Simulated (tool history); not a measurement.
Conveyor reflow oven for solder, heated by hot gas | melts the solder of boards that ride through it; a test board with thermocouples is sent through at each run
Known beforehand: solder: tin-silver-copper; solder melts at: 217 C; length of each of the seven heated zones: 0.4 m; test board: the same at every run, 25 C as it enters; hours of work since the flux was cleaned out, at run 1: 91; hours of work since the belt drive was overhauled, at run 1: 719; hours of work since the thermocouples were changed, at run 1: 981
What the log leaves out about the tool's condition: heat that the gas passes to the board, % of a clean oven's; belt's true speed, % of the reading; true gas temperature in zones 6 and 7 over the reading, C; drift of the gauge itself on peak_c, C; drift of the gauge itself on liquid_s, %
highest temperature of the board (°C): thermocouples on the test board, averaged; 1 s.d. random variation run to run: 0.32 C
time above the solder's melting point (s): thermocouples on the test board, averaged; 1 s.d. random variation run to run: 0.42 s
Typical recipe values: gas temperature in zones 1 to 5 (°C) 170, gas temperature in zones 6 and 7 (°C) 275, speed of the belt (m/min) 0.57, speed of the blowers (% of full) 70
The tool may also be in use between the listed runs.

run,hour,gas temperature in zones 1 to 5 (°C),gas temperature in zones 6 and 7 (°C),speed of the belt (m/min),speed of the blowers (% of full),hours of work since the flux was cleaned out,hours of work since the belt drive was overhauled,hours of work since the thermocouples were changed,highest temperature of the board (°C),time above the solder's melting point (s)
1,0,170,275,0.57,70,91,719,981,256.1,64.6
2,34,170,275,0.57,64,115,743,1005,254.2,63.8
3,65.8,170,275,0.533,70,138,765,1027,258.2,70.7
4,93.5,156,275,0.57,70,157,785,1047,252.3,56.9
# hour 107.9: flux residue cleaned out of gas plates and filters
5,120.2,156,275,0.57,70,9,801,1062,254.8,59.3
6,141.3,156,275,0.57,70,24,815,1077,254.5,59.3
7,167,156,275,0.57,70,42,834,1096,254.5,58.4
8,186.7,156,275,0.57,70,56,848,1110,254.4,58.3
9,224.3,156,275,0.57,70,83,874,1136,253.7,58.5
10,249.6,170,275,0.646,70,101,892,1154,251.3,52.8
11,287.1,170,275,0.646,70,127,919,1181,250.8,53.1
12,327.4,170,275,0.646,70,156,948,1210,250.8,51.8
# hour 344: flux residue cleaned out of gas plates and filters
13,349.5,170,275,0.57,70,4,960,1222,258.5,66.6
14,390.4,170,275,0.57,70,33,989,1251,258.3,66.9
15,430.6,169,275,0.57,70,62,1018,1279,257.7,65.8
16,447.6,169,277,0.57,89,74,1030,1292,263.2,69.7
17,480.2,170,269,0.651,54,97,1053,1315,243.2,42.9
18,498.7,170,269,0.651,73,110,1066,1328,247.3,49.7
19,529.8,170,269,0.651,73,132,1088,1350,247.4,48.9
20,551,170,269,0.651,73,147,1103,1365,247.3,49
21,570,178,280,0.651,62,161,1117,1379,254.7,57.8
# hour 579: flux residue cleaned out of gas plates and filters
22,615.3,166,280,0.483,62,26,1145,1407,265.9,83.9
23,631.8,166,280,0.483,62,37,1157,1419,266,84.2
24,672.3,166,280,0.495,62,66,1186,1448,265.6,81.4
25,689,166,280,0.495,62,78,1198,1460,264.9,80.6
26,717.2,161,269,0.495,62,98,1218,1480,255,70.9
# hour 744.6: thermocouples of zones 6 and 7 changed
27,744.8,181,271,0.606,69,116,1236,0,249.7,60.5
28,779.7,161,281,0.539,84,141,1261,25,261.7,70.6
# hour 816.2: flux residue cleaned out of gas plates and filters
29,823.8,161,281,0.539,84,5,1289,53,264.9,73.1
30,861.3,161,281,0.586,57,32,1315,79,253.6,57.4

Each row is a separate what-if for the run after 30, all from the same tool condition, not one after another. Results?
A,885.4,170,263,0.48,74,49,1332,97,?,?
B,885.4,173,281,0.589,62,49,1332,97,?,?
C,885.4,185,277,0.586,83,49,1332,97,?,?
D,885.4,160,276,0.502,70,49,1332,97,?,?

run,highest temperature of the board (°C),time above the solder's melting point (s)
A,250.3,75.3
B,257.5,64.6
C,260.9,74.3
D,259.2,73.5
What these runs would have given with no unlogged condition in the tool:
run,highest temperature of the board (°C),time above the solder's melting point (s)
A,249.9,72.1
B,256.8,61.7
C,260.5,71.3
D,258.6,70.4
